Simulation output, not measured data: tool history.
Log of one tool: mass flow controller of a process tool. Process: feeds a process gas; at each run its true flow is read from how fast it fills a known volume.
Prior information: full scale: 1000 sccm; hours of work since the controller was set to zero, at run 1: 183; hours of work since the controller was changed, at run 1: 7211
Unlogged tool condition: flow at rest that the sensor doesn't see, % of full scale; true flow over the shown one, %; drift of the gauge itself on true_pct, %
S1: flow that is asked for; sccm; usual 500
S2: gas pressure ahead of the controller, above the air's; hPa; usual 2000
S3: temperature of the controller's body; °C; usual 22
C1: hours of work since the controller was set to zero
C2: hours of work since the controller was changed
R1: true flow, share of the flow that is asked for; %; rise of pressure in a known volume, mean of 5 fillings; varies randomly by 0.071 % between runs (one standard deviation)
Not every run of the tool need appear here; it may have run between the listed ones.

| run | hour | S1 | S2 | S3 | C1 | C2 | R1 |
|---|---|---|---|---|---|---|---|
| 1 | 0.0 | 500 | 2000 | 22 | 183 | 7211 | 98.42 |
| 2 | 373.2 | 500 | 2000 | 22 | 471 | 7500 | 98.46 |
| 3 | 685.3 | 500 | 2000 | 22 | 712 | 7741 | 98.67 |
| 4 | 996.9 | 500 | 1700 | 22 | 953 | 7982 | 98.67 |
| 5 | 1419.7 | 500 | 2000 | 22 | 1280 | 8308 | 98.61 |
| 6 | 1695.4 | 500 | 2000 | 22 | 1493 | 8521 | 98.58 |
|  | 1732.2 | controller's zero set anew |
| 7 | 1954.4 | 500 | 2000 | 22 | 172 | 8721 | 99.10 |
| 8 | 2182.7 | 500 | 2000 | 22 | 348 | 8898 | 99.10 |
| 9 | 2494.7 | 500 | 2000 | 22 | 589 | 9139 | 99.19 |
| 10 | 2867.4 | 674 | 2000 | 22 | 877 | 9427 | 98.87 |

5 ways to go on from here, each from the tool as it stands after run 10. What would each give?
|  | 3010.6 | controller exchanged for a calibrated one |
| A | 3252.2 | 349 | 2000 | 27 | 187 | 187 | ? |
|  | 3010.6 | controller exchanged for a calibrated one |
| B | 3252.2 | 671 | 2000 | 38 | 187 | 187 | ? |
|  | 3010.6 | controller exchanged for a calibrated one |
| C | 3252.2 | 500 | 2190 | 22 | 187 | 187 | ? |
|  | 3010.6 | controller exchanged for a calibrated one |
| D | 3252.2 | 609 | 2000 | 22 | 187 | 187 | ? |
|  | 3010.6 | controller exchanged for a calibrated one |
| E | 3252.2 | 674 | 1420 | 25 | 187 | 187 | ? |

| run | R1 |
|---|---|
| A | 100.09 |
| B | 100.82 |
| C | 99.69 |
| D | 99.71 |
| E | 100.24 |
Stripped of hidden state, with their random variation kept, the same runs would have yielded:
| run | R1 |
|---|---|
| A | 99.86 |
| B | 100.66 |
| C | 99.51 |
| D | 99.54 |
| E | 100.08 |
